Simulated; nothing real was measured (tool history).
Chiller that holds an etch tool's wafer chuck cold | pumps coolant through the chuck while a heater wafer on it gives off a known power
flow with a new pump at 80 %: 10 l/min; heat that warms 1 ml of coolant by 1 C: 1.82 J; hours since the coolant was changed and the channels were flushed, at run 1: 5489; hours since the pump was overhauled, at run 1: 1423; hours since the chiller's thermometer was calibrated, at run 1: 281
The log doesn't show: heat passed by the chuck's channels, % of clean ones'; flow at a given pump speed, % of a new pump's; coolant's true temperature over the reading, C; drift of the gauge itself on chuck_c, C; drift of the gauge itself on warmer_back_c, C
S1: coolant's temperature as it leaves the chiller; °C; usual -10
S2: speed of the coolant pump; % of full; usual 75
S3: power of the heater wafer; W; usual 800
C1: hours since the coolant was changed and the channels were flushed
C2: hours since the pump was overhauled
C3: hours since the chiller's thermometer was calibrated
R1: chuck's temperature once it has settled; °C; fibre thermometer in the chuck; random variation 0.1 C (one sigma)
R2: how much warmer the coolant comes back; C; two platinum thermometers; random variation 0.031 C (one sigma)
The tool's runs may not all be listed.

{"run": 1, "day": 0.0, "S1": -10, "S2": 75, "S3": 800, "C1": 5489, "C2": 1423, "C3": 281, "R1": 0.4, "R2": 2.83}
{"run": 2, "day": 0.975, "S1": -10, "S2": 75, "S3": 800, "C1": 5512, "C2": 1446, "C3": 304, "R1": 0.4, "R2": 2.86}
{"run": 3, "day": 2.871, "S1": -10, "S2": 75, "S3": 800, "C1": 5558, "C2": 1492, "C3": 350, "R1": 0.1, "R2": 2.92}
{"run": 4, "day": 4.262, "S1": -10, "S2": 75, "S3": 800, "C1": 5591, "C2": 1525, "C3": 383, "R1": 0.4, "R2": 2.87}
{"run": 5, "day": 5.833, "S1": -10, "S2": 75, "S3": 800, "C1": 5629, "C2": 1563, "C3": 421, "R1": 0.3, "R2": 2.88}
{"run": 6, "day": 7.692, "S1": -10, "S2": 75, "S3": 800, "C1": 5673, "C2": 1608, "C3": 466, "R1": 0.4, "R2": 2.9}
{"run": 7, "day": 9.238, "S1": -10, "S2": 75, "S3": 800, "C1": 5711, "C2": 1645, "C3": 503, "R1": 0.5, "R2": 2.96}
{"run": 8, "day": 11.192, "S1": -10, "S2": 67, "S3": 800, "C1": 5757, "C2": 1692, "C3": 550, "R1": 0.8, "R2": 3.27}
{"day": 11.792, "done": "coolant changed, channels flushed"}
{"run": 9, "day": 12.912, "S1": -10, "S2": 67, "S3": 800, "C1": 27, "C2": 1727, "C3": 585, "R1": 0.1, "R2": 3.26}
{"run": 10, "day": 14.771, "S1": -10, "S2": 75, "S3": 800, "C1": 72, "C2": 1772, "C3": 630, "R1": -0.3, "R2": 2.9}
{"day": 15.083, "done": "coolant pump overhauled"}
{"run": 11, "day": 16.742, "S1": -7, "S2": 75, "S3": 800, "C1": 114, "C2": 40, "C3": 672, "R1": 2.9, "R2": 2.98}
{"run": 12, "day": 18.633, "S1": -7, "S2": 75, "S3": 800, "C1": 159, "C2": 85, "C3": 717, "R1": 2.7, "R2": 3.02}
{"run": 13, "day": 19.808, "S1": -10, "S2": 70, "S3": 800, "C1": 187, "C2": 113, "C3": 745, "R1": 0.2, "R2": 3.17}
{"day": 20.3, "done": "coolant pump overhauled, once more"}
{"run": 14, "day": 21.233, "S1": -10, "S2": 70, "S3": 800, "C1": 217, "C2": 22, "C3": 775, "R1": -0.3, "R2": 3}
{"run": 15, "day": 22.796, "S1": -12, "S2": 75, "S3": 1028, "C1": 254, "C2": 60, "C3": 812, "R1": 0.2, "R2": 3.54}
{"run": 16, "day": 23.817, "S1": -8, "S2": 75, "S3": 548, "C1": 279, "C2": 84, "C3": 837, "R1": -1.5, "R2": 1.99}
{"run": 17, "day": 25.7, "S1": -10, "S2": 75, "S3": 683, "C1": 324, "C2": 130, "C3": 882, "R1": -2.1, "R2": 2.38}
{"run": 18, "day": 27.071, "S1": -8, "S2": 98, "S3": 575, "C1": 357, "C2": 163, "C3": 915, "R1": -2.1, "R2": 1.54}
{"run": 19, "day": 28.812, "S1": -8, "S2": 98, "S3": 575, "C1": 398, "C2": 204, "C3": 957, "R1": -2.3, "R2": 1.56}
{"run": 20, "day": 30.729, "S1": -20, "S2": 77, "S3": 613, "C1": 444, "C2": 250, "C3": 1003, "R1": -13, "R2": 2.15}
{"run": 21, "day": 32.371, "S1": -20, "S2": 61, "S3": 480, "C1": 484, "C2": 290, "C3": 1042, "R1": -13.7, "R2": 2.1}
{"run": 22, "day": 33.646, "S1": -2, "S2": 89, "S3": 822, "C1": 514, "C2": 320, "C3": 1073, "R1": 6.6, "R2": 2.45}
{"run": 23, "day": 35.054, "S1": -12, "S2": 82, "S3": 832, "C1": 548, "C2": 354, "C3": 1106, "R1": -2.5, "R2": 2.71}

Forecast run 24:
{"run": 24, "day": 36.092, "S1": -12, "S2": 82, "S3": 832, "C1": 573, "C2": 379, "C3": 1131, "R1": "?", "R2": "?"}

R1: -2.7 °C
R2: 2.68 C
Without the tool's hidden state the same run would have given R1 -2.7 °C, R2 2.66 C.
